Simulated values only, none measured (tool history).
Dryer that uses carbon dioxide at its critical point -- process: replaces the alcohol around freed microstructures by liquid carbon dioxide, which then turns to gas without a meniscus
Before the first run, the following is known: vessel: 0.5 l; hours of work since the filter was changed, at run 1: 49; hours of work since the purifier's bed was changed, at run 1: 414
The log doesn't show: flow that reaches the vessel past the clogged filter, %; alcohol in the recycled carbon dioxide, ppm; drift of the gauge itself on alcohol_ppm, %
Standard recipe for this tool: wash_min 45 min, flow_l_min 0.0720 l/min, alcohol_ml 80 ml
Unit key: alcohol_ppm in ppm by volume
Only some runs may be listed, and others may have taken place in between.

run	hour	wash_min	flow_l_min	alcohol_ml	hours of work since the filter was changed	hours of work since the purifier's bed was changed	alcohol_ppm
1	0.0	45	0.0720	80	49	414	524
2	18.6	45	0.0515	80	58	424	2548
3	32.5	45	0.1080	80	65	431	86
4	46.8	45	0.1080	80	72	438	83
5	60.8	45	0.0720	80	79	445	568
6	74.0	63	0.0720	80	86	451	107
7	83.1	63	0.0720	80	91	456	112
8	103.6	45	0.0720	22	101	466	218
9	112.6	44	0.0720	80	105	471	670
10	123.6	45	0.0720	80	111	476	626
11	142.9	45	0.1136	80	120	486	86
12	160.9	45	0.0720	80	129	495	679
13	170.6	45	0.0720	80	134	500	665
14	182.1	45	0.0819	80	140	505	345
15	197.9	45	0.0720	80	148	513	702
16	216.5	45	0.0720	80	157	523	729
17	235.2	45	0.0720	80	167	532	740
18	244.3	45	0.0720	80	171	537	741
19	261.2	54	0.0636	36	180	545	298
20	271.1	31	0.0720	28	185	550	1426
21	292.8	31	0.0720	28	195	561	1443
22	311.6	60	0.0720	80	205	570	193
23	330.2	60	0.0720	80	214	580	211
24	349.1	45	0.1007	80	224	589	172
# hour 363.0: inlet filter changed
25	368.5	45	0.1007	80	3	598	117
26	381.0	32	0.0950	61	9	604	547
27	399.1	63	0.0950	72	18	613	78
28	408.3	39	0.0816	42	23	618	338
29	419.3	33	0.0595	80	28	624	4567
30	434.6	45	0.0720	32	36	631	257
31	455.2	37	0.0720	80	46	642	1407
32	471.3	48	0.0916	22	54	650	98
33	490.9	48	0.1019	76	64	659	109
34	505.2	48	0.1019	76	71	666	102

Describe how what the log doesn't record of the tool's condition differs between the last listed run preceding each entry between runs and the first listed run following it.
In the gap between runs 24 and 25: inlet filter changed (hour 363.0)
  flow that reaches the vessel past the clogged filter, %: 88.1 -> 99.7; alcohol in the recycled carbon dioxide, ppm: 73.9 -> 75
  the result without the hidden state subtracted from the measured one, alcohol_ppm: +132 -> +72 ppm by volume
